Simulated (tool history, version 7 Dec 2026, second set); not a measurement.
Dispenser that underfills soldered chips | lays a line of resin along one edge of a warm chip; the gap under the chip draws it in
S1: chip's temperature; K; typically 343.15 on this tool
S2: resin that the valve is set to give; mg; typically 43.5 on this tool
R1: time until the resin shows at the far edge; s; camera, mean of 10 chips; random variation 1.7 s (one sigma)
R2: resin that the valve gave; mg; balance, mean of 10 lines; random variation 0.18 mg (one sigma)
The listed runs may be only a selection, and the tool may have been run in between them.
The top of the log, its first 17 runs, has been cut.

| run | hour | S1 | S2 | R1 | R2 |
|---|---|---|---|---|---|
|  | 138 | new syringe of resin |
| 18 | 138.5 | 343.15 | 42.7 | 157.3 | 40.42 |
|  | 146.5 | new syringe of resin |
| 19 | 147.7 | 350.15 | 50.9 | 119.2 | 48.12 |
| 20 | 153.1 | 347.15 | 55.9 | 164.1 | 52.68 |
|  | 154.9 | new syringe of resin |
|  | 163.5 | new syringe of resin |
| 21 | 163.5 | 329.15 | 43.6 | 305 | 40.62 |
| 22 | 168.6 | 341.15 | 47.5 | 201.8 | 43.68 |
|  | 172.5 | new syringe of resin |
| 23 | 177.1 | 345.15 | 48.6 | 163.2 | 44.93 |
|  | 181.2 | new syringe of resin |
| 24 | 188 | 345.15 | 48.6 | 179.3 | 44.92 |
|  | 190 | new syringe of resin |
| 25 | 196.7 | 347.15 | 54.4 | 156 | 49.84 |
|  | 198.8 | new syringe of resin |
| 26 | 203.6 | 347.15 | 54.4 | 152.2 | 49.44 |
|  | 207.7 | new syringe of resin |
| 27 | 210.4 | 343.15 | 42 | 174.2 | 38.34 |
|  | 216.9 | new syringe of resin |
| 28 | 218.5 | 350.15 | 53.6 | 120 | 48.33 |
|  | 220.5 | dispensing valve cleaned and set on the balance |
| 29 | 224.9 | 328.15 | 38.3 | 409.4 | 37.86 |
|  | 226.5 | new syringe of resin |
|  | 234.9 | new syringe of resin |
| 30 | 235.3 | 346.15 | 42.4 | 134.5 | 42.08 |
|  | 243.6 | new syringe of resin |
| 31 | 245.9 | 353.15 | 52.7 | 102.1 | 52.09 |
|  | 252.4 | new syringe of resin |
| 32 | 254 | 340.15 | 48.6 | 185.1 | 47.42 |
|  | 261 | new syringe of resin |
| 33 | 263 | 340.15 | 48.6 | 187.2 | 47.44 |
|  | 269.7 | new syringe of resin |
| 34 | 269.7 | 341.15 | 49.4 | 165.7 | 48.19 |
| 35 | 277.6 | 355.15 | 44.3 | 118 | 43.08 |

Each row is a separate what-if for the run after 35, all from the same tool condition, not one after another. Results?
|  | 278.4 | new syringe of resin |
| A | 284.8 | 340.15 | 47.6 | ? | ? |
|  | 278.4 | new syringe of resin |
| B | 284.8 | 346.15 | 50.8 | ? | ? |
|  | 278.4 | new syringe of resin |
| C | 284.8 | 329.15 | 43.5 | ? | ? |

| run | R1 | R2 |
|---|---|---|
| A | 219 | 45.82 |
| B | 162 | 49.13 |
| C | 377.1 | 41.74 |
Without the tool's unlogged condition, the same runs would have read:
| run | R1 | R2 |
|---|---|---|
| A | 186.5 | 47.43 |
| B | 137.8 | 50.86 |
| C | 322.2 | 43.21 |
